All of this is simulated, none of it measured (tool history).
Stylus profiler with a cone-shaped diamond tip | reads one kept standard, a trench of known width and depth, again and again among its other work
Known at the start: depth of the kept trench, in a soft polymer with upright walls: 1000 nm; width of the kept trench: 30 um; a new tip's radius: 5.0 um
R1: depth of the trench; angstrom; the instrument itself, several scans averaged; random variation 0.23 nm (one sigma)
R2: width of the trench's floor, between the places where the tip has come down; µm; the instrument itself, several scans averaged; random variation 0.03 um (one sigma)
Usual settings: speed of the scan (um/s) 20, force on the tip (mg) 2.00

{"run": 1, "day": 0.0, "speed of the scan (um/s)": 20, "force on the tip (mg)": 2.0, "R1": 10184.3, "R2": 22.37}
{"run": 2, "day": 1.071, "speed of the scan (um/s)": 20, "force on the tip (mg)": 2.0, "R1": 10187.4, "R2": 22.41}
{"run": 3, "day": 2.717, "speed of the scan (um/s)": 20, "force on the tip (mg)": 0.68, "R1": 10107.2, "R2": 22.25}
{"run": 4, "day": 3.871, "speed of the scan (um/s)": 20, "force on the tip (mg)": 2.0, "R1": 10189.1, "R2": 22.29}
{"run": 5, "day": 6.388, "speed of the scan (um/s)": 20, "force on the tip (mg)": 2.0, "R1": 10192.3, "R2": 22.22}
{"run": 6, "day": 8.825, "speed of the scan (um/s)": 20, "force on the tip (mg)": 2.0, "R1": 10196.1, "R2": 22.14}
{"run": 7, "day": 10.425, "speed of the scan (um/s)": 20, "force on the tip (mg)": 2.0, "R1": 10194.6, "R2": 22.12}
{"run": 8, "day": 13.05, "speed of the scan (um/s)": 20, "force on the tip (mg)": 2.91, "R1": 10238.5, "R2": 22.0}
{"run": 9, "day": 14.925, "speed of the scan (um/s)": 20, "force on the tip (mg)": 2.91, "R1": 10239.8, "R2": 21.95}
{"run": 10, "day": 16.492, "speed of the scan (um/s)": 21, "force on the tip (mg)": 2.91, "R1": 10247.0, "R2": 21.95}
{"run": 11, "day": 18.075, "speed of the scan (um/s)": 21, "force on the tip (mg)": 2.91, "R1": 10238.6, "R2": 21.87}
{"run": 12, "day": 19.179, "speed of the scan (um/s)": 35, "force on the tip (mg)": 2.91, "R1": 10247.7, "R2": 21.77}
{"run": 13, "day": 20.921, "speed of the scan (um/s)": 35, "force on the tip (mg)": 2.91, "R1": 10243.2, "R2": 21.72}
{"run": 14, "day": 22.954, "speed of the scan (um/s)": 20, "force on the tip (mg)": 2.0, "R1": 10204.3, "R2": 21.73}
{"run": 15, "day": 24.317, "speed of the scan (um/s)": 20, "force on the tip (mg)": 2.0, "R1": 10200.2, "R2": 21.64}
{"run": 16, "day": 26.012, "speed of the scan (um/s)": 20, "force on the tip (mg)": 2.0, "R1": 10205.2, "R2": 21.59}
{"run": 17, "day": 27.388, "speed of the scan (um/s)": 20, "force on the tip (mg)": 2.0, "R1": 10209.1, "R2": 21.56}
{"run": 18, "day": 28.938, "speed of the scan (um/s)": 20, "force on the tip (mg)": 2.0, "R1": 10209.7, "R2": 21.53}
{"run": 19, "day": 31.258, "speed of the scan (um/s)": 20, "force on the tip (mg)": 2.0, "R1": 10213.5, "R2": 21.49}
{"run": 20, "day": 33.0, "speed of the scan (um/s)": 31, "force on the tip (mg)": 3.21, "R1": 10270.1, "R2": 21.4}
{"run": 21, "day": 34.738, "speed of the scan (um/s)": 5, "force on the tip (mg)": 0.97, "R1": 10156.8, "R2": 21.51}
{"run": 22, "day": 36.571, "speed of the scan (um/s)": 17, "force on the tip (mg)": 2.31, "R1": 10232.9, "R2": 21.31}
{"run": 23, "day": 37.662, "speed of the scan (um/s)": 8, "force on the tip (mg)": 4.29, "R1": 10319.4, "R2": 21.35}
{"run": 24, "day": 40.225, "speed of the scan (um/s)": 8, "force on the tip (mg)": 4.29, "R1": 10326.2, "R2": 21.24}
{"run": 25, "day": 42.046, "speed of the scan (um/s)": 7, "force on the tip (mg)": 5.96, "R1": 10388.4, "R2": 21.23}
{"run": 26, "day": 43.408, "speed of the scan (um/s)": 7, "force on the tip (mg)": 5.96, "R1": 10387.5, "R2": 21.19}
{"run": 27, "day": 44.692, "speed of the scan (um/s)": 20, "force on the tip (mg)": 0.97, "R1": 10167.9, "R2": 21.03}
{"run": 28, "day": 46.579, "speed of the scan (um/s)": 13, "force on the tip (mg)": 1.06, "R1": 10168.4, "R2": 21.04}
{"run": 29, "day": 47.958, "speed of the scan (um/s)": 13, "force on the tip (mg)": 1.06, "R1": 10177.0, "R2": 20.98}
{"run": 30, "day": 50.275, "speed of the scan (um/s)": 6, "force on the tip (mg)": 1.57, "R1": 10207.4, "R2": 21.03}
{"run": 31, "day": 52.079, "speed of the scan (um/s)": 47, "force on the tip (mg)": 1.04, "R1": 10176.4, "R2": 20.53}
{"run": 32, "day": 53.867, "speed of the scan (um/s)": 47, "force on the tip (mg)": 1.04, "R1": 10179.1, "R2": 20.45}
{"run": 33, "day": 55.854, "speed of the scan (um/s)": 24, "force on the tip (mg)": 1.03, "R1": 10182.4, "R2": 20.66}
{"run": 34, "day": 57.088, "speed of the scan (um/s)": 66, "force on the tip (mg)": 5.19, "R1": 10374.1, "R2": 20.61}
{"run": 35, "day": 59.562, "speed of the scan (um/s)": 66, "force on the tip (mg)": 3.91, "R1": 10323.7, "R2": 20.48}
{"run": 36, "day": 61.525, "speed of the scan (um/s)": 8, "force on the tip (mg)": 2.0, "R1": 10239.5, "R2": 20.71}
{"run": 37, "day": 63.208, "speed of the scan (um/s)": 26, "force on the tip (mg)": 0.79, "R1": 10172.2, "R2": 20.41}

Forecast each of these 5 alternatives for the next run:
{"run": "A", "day": 64.45, "speed of the scan (um/s)": 11, "force on the tip (mg)": 2.55, "R1": "?", "R2": "?"}
{"run": "B", "day": 64.45, "speed of the scan (um/s)": 8, "force on the tip (mg)": 1.46, "R1": "?", "R2": "?"}
{"run": "C", "day": 64.45, "speed of the scan (um/s)": 25, "force on the tip (mg)": 0.97, "R1": "?", "R2": "?"}
{"run": "D", "day": 64.45, "speed of the scan (um/s)": 47, "force on the tip (mg)": 0.72, "R1": "?", "R2": "?"}
{"run": "E", "day": 64.45, "speed of the scan (um/s)": 44, "force on the tip (mg)": 4.41, "R1": "?", "R2": "?"}

run=A R1=10270.1 R2=20.61
run=B R1=10212.6 R2=20.64
run=C R1=10187.6 R2=20.42
run=D R1=10165.0 R2=20.09
run=E R1=10348.3 R2=20.43
Without the tool's hidden state the same runs would have given:
run=A R1=10179.0 R2=23.95
run=B R1=10122.1 R2=23.98
run=C R1=10097.2 R2=23.76
run=D R1=10074.8 R2=23.44
run=E R1=10256.6 R2=23.77
